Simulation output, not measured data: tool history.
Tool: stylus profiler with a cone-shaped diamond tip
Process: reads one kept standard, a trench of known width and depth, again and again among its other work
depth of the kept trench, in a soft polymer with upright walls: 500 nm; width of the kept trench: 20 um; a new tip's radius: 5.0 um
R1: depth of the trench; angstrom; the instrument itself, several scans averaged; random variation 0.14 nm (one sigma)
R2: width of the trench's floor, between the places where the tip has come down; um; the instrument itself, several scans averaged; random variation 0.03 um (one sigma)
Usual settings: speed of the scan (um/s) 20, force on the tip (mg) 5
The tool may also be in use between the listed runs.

Run 1, day 0: usual settings. Result: R1 5069.7 angstrom, R2 12.55 um.
Run 2, day 3.521: usual settings but speed of the scan (um/s) 7. Result: R1 5070.6 angstrom, R2 12.52 um.
Run 3, day 6.246: usual settings but speed of the scan (um/s) 7. Result: R1 5069.3 angstrom, R2 12.36 um.
Run 4, day 8.142: usual settings but speed of the scan (um/s) 7. Result: R1 5068.1 angstrom, R2 12.35 um.
Run 5, day 9.8: usual settings but speed of the scan (um/s) 7. Result: R1 5068.4 angstrom, R2 12.32 um.
Run 6, day 11.838: usual settings. Result: R1 5066.5 angstrom, R2 12.29 um.
Run 7, day 13.929: usual settings. Result: R1 5067 angstrom, R2 12.18 um.
Run 8, day 15.833: usual settings. Result: R1 5067.7 angstrom, R2 12.06 um.
Run 9, day 19.204: usual settings but speed of the scan (um/s) 6. Result: R1 5066.6 angstrom, R2 12.09 um.
Run 10, day 22.6: usual settings but speed of the scan (um/s) 6. Result: R1 5066.5 angstrom, R2 11.99 um.
Run 11, day 24.375: usual settings but speed of the scan (um/s) 6. Result: R1 5065.4 angstrom, R2 11.96 um.
Run 12, day 26.246: usual settings but force on the tip (mg) 12.16. Result: R1 5139.6 angstrom, R2 11.95 um.
At day 29.117: new tip fitted, height scale calibrated.
Run 13, day 29.754: usual settings but force on the tip (mg) 4.96. Result: R1 5093.6 angstrom, R2 15.62 um.
Run 14, day 31.588: usual settings but force on the tip (mg) 4.96. Result: R1 5093.3 angstrom, R2 15.56 um.
Run 15, day 34.654: usual settings but force on the tip (mg) 4.96. Result: R1 5090.1 angstrom, R2 15.36 um.
Run 16, day 38.283: usual settings but speed of the scan (um/s) 10. Result: R1 5089.6 angstrom, R2 15.26 um.
Run 17, day 40.179: usual settings but force on the tip (mg) 7.64. Result: R1 5120.8 angstrom, R2 15.19 um.
Run 18, day 43.192: usual settings but speed of the scan (um/s) 80, force on the tip (mg) 8.75. Result: R1 5132.7 angstrom, R2 14.91 um.
Run 19, day 44.817: usual settings but speed of the scan (um/s) 80, force on the tip (mg) 8.75. Result: R1 5132.4 angstrom, R2 14.85 um.
Run 20, day 46.988: usual settings but speed of the scan (um/s) 5, force on the tip (mg) 7.76. Result: R1 5118.7 angstrom, R2 14.88 um.
Run 21, day 49.988: usual settings but speed of the scan (um/s) 8, force on the tip (mg) 3.04. Result: R1 5063.5 angstrom, R2 14.79 um.
Run 22, day 51.971: usual settings but force on the tip (mg) 1.76. Result: R1 5042.7 angstrom, R2 14.68 um.
Run 23, day 55.229: usual settings but speed of the scan (um/s) 51, force on the tip (mg) 8.61. Result: R1 5127.5 angstrom, R2 14.55 um.
Run 24, day 56.954: usual settings but speed of the scan (um/s) 13, force on the tip (mg) 2.69. Result: R1 5053.1 angstrom, R2 14.59 um.
Run 25, day 60.033: usual settings but force on the tip (mg) 7.78. Result: R1 5120.6 angstrom, R2 14.47 um.
Run 26, day 62.433: usual settings but speed of the scan (um/s) 22, force on the tip (mg) 13.31. Result: R1 5173.7 angstrom, R2 14.37 um.
Run 27, day 64.1: usual settings but speed of the scan (um/s) 22, force on the tip (mg) 13.31. Result: R1 5172.5 angstrom, R2 14.26 um.
Run 28, day 65.954: usual settings but speed of the scan (um/s) 18, force on the tip (mg) 1.98. Result: R1 5040.3 angstrom, R2 14.21 um.
Run 29, day 69.392: usual settings but speed of the scan (um/s) 14, force on the tip (mg) 11.93. Result: R1 5157.6 angstrom, R2 14.16 um.
Run 30, day 71.517: usual settings but force on the tip (mg) 9.05. Result: R1 5131 angstrom, R2 14.07 um.
Run 31, day 74.871: usual settings but speed of the scan (um/s) 57, force on the tip (mg) 9.57. Result: R1 5132.6 angstrom, R2 13.85 um.
Run 32, day 77.954: usual settings but speed of the scan (um/s) 6, force on the tip (mg) 2.2. Result: R1 5043.5 angstrom, R2 13.9 um.
Run 33, day 79.708: usual settings but speed of the scan (um/s) 11, force on the tip (mg) 2.2. Result: R1 5043.6 angstrom, R2 13.8 um.

4 ways to go on from here, each from the tool as it stands after run 33. What would each give?
Run A, day 81.467: usual settings but speed of the scan (um/s) 9, force on the tip (mg) 2.26. Result: R1 ?, R2 ?.
Run B, day 81.467: usual settings but speed of the scan (um/s) 60, force on the tip (mg) 2.2. Result: R1 ?, R2 ?.
Run C, day 81.467: usual settings but speed of the scan (um/s) 11, force on the tip (mg) 14.04. Result: R1 ?, R2 ?.
Run D, day 81.467: usual settings but force on the tip (mg) 3.19. Result: R1 ?, R2 ?.

run      R1     R2
  A  5042.9  13.75
  B  5040.9  13.51
  C  5172.4  13.79
  D  5057.3  13.67
Without the tool's hidden state the same runs would have given:
run      R1     R2
  A  5054.4  15.59
  B  5052.3  15.35
  C  5184.1  15.63
  D  5068.8  15.52

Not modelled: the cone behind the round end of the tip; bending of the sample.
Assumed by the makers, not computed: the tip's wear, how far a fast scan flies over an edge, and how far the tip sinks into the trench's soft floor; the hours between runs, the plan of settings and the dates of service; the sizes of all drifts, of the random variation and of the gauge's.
